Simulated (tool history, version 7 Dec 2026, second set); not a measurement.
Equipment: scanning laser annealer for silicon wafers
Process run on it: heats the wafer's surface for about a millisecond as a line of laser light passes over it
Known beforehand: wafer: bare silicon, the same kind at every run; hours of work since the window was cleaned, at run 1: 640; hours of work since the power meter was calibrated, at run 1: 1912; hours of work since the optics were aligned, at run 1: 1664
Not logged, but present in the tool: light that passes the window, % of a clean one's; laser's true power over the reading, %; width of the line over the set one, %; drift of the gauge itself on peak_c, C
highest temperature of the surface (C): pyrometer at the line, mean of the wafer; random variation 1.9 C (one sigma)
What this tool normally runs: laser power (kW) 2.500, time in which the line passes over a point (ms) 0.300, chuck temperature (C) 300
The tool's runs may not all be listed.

run	hour	laser power (kW)	time in which the line passes over a point (ms)	chuck temperature (C)	hours of work since the window was cleaned	hours of work since the power meter was calibrated	hours of work since the optics were aligned	highest temperature of the surface (C)
1	0.0	2.500	0.300	300	640	1912	1664	1086
# hour 17.4: window over the wafer cleaned
2	71.1	2.500	0.300	300	35	1957	1708	1110
3	124.9	2.500	0.300	300	69	1992	1743	1110
# hour 152.8: optics aligned, line set to its width
4	179.2	2.500	0.300	300	101	2024	17	1125
5	279.8	2.500	0.300	300	166	2089	82	1123
6	380.5	2.500	0.300	314	231	2154	147	1133
7	438.5	2.500	0.300	333	269	2191	185	1150
8	488.8	2.500	0.300	300	301	2224	217	1115
9	544.3	2.500	0.300	290	337	2259	253	1102
10	621.7	2.500	0.300	290	387	2309	303	1103
11	719.8	2.500	0.300	290	451	2373	366	1100
12	768.2	2.739	0.300	300	482	2404	398	1198
13	834.1	2.500	0.300	274	525	2447	440	1078
14	920.4	2.500	0.300	274	580	2503	496	1073
15	1008.8	2.500	0.300	274	637	2560	553	1073
# hour 1033.1: window over the wafer cleaned
16	1072.0	2.500	0.300	274	25	2599	593	1100
17	1172.7	2.500	0.300	290	90	2664	658	1114
18	1231.5	2.500	0.300	300	128	2702	696	1121
19	1318.0	2.500	0.300	300	184	2758	752	1118
20	1413.4	2.500	0.300	300	246	2820	813	1113
21	1509.3	2.145	0.300	274	308	2882	875	953
22	1575.3	2.378	0.229	269	350	2924	918	931
23	1657.4	2.733	0.371	300	403	2978	971	1308
24	1740.2	2.733	0.371	300	457	3031	1025	1304
25	1829.7	2.500	0.249	322	515	3089	1082	1047
26	1888.9	2.500	0.242	282	553	3127	1121	993
27	1940.5	2.183	0.247	271	586	3160	1154	884
28	1990.9	2.183	0.247	271	619	3193	1187	883
# hour 2047.6: window over the wafer cleaned
29	2080.1	2.183	0.247	271	21	3249	1243	904
30	2146.2	2.298	0.274	338	64	3292	1286	1051
31	2236.9	2.298	0.274	338	122	3351	1344	1047
32	2328.4	2.500	0.300	299	181	3410	1403	1118
33	2419.6	2.159	0.284	299	240	3469	1462	967
34	2482.8	2.500	0.242	279	281	3510	1503	1000
35	2530.2	2.500	0.242	279	312	3540	1534	1002
36	2579.7	2.743	0.242	312	344	3572	1566	1112
37	2675.9	2.743	0.242	312	406	3634	1628	1113
38	2776.9	2.743	0.242	296	471	3700	1693	1093
39	2825.3	2.484	0.210	296	503	3731	1724	949
# hour 2884.2: optics aligned, line set to its width
40	2887.7	2.484	0.210	296	540	3768	2	959

Each row is a separate what-if for the run after 40, all from the same tool condition, not one after another. Results?
A	2952.4	2.484	0.210	302	581	3810	44	?
B	2952.4	2.143	0.268	315	581	3810	44	?
C	2952.4	2.212	0.250	313	581	3810	44	?
D	2952.4	2.312	0.324	323	581	3810	44	?
E	2952.4	2.500	0.350	300	581	3810	44	?

run	highest temperature of the surface (C)
A	966
B	953
C	949
D	1099
E	1185
Without the tool's hidden state the same runs would have given:
run	highest temperature of the surface (C)
A	972
B	959
C	955
D	1106
E	1193
